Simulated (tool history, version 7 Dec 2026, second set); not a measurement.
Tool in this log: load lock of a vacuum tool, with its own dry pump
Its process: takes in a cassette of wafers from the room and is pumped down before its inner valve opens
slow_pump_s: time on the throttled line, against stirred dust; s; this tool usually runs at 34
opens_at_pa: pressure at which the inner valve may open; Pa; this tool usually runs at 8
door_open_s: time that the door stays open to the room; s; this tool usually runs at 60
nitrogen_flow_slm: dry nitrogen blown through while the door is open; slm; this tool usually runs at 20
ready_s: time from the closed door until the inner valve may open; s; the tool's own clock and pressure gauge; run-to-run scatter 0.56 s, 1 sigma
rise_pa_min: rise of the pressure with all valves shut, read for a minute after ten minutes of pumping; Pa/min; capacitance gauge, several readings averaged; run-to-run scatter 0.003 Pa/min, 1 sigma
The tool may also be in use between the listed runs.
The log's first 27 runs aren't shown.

run     hour  slow_pump_s  opens_at_pa  door_open_s  nitrogen_flow_slm  incoming humidity of the room's air, %  ready_s  rise_pa_min
 28   9585.9           25            9           60                 20                                    43.8     71.9         0.02
 29   9903.6           25            9           60                 20                                    44.4     72.8         0.03
 30  10288.7           34            6          180                 40                                    46.1     82.3        0.032
 31  10782.9           26           10          180                  4                                    47.1       72        0.111
 32  11206.9           27            8           82                 20                                    43.3     72.9        0.027
 33    11659           27            8           82                 20                                    47.5     75.6        0.028
 34  12003.1           27            8           82                 20                                    47.7     73.6        0.028
 35  12403.6           30            8           55                  6                                    50.3     76.6        0.041
 36  12625.1           40           12           33                  7                                      45     81.3        0.021
 37  12890.9           40           12           33                  7                                    48.4     80.4        0.032

Forecast each of these 4 alternatives for the next run:
  A  13222.3           51            6           60                 20                                    47.7        ?            ?
  B  13222.3           40           12          191                  7                                    48.4        ?            ?
  C  13222.3           38            7           33                  7                                    44.2        ?            ?
  D  13222.3           40            8           33                 34                                    44.9        ?            ?

run  ready_s  rise_pa_min
  A     92.7        0.033
  B     81.7        0.098
  C     81.9        0.024
  D     85.2        0.009
Take away the tool's hidden state, keep each run's random variation, and the runs would have read:
run  ready_s  rise_pa_min
  A     92.7        0.032
  B     81.7        0.097
  C     81.8        0.023
  D     85.2        0.007

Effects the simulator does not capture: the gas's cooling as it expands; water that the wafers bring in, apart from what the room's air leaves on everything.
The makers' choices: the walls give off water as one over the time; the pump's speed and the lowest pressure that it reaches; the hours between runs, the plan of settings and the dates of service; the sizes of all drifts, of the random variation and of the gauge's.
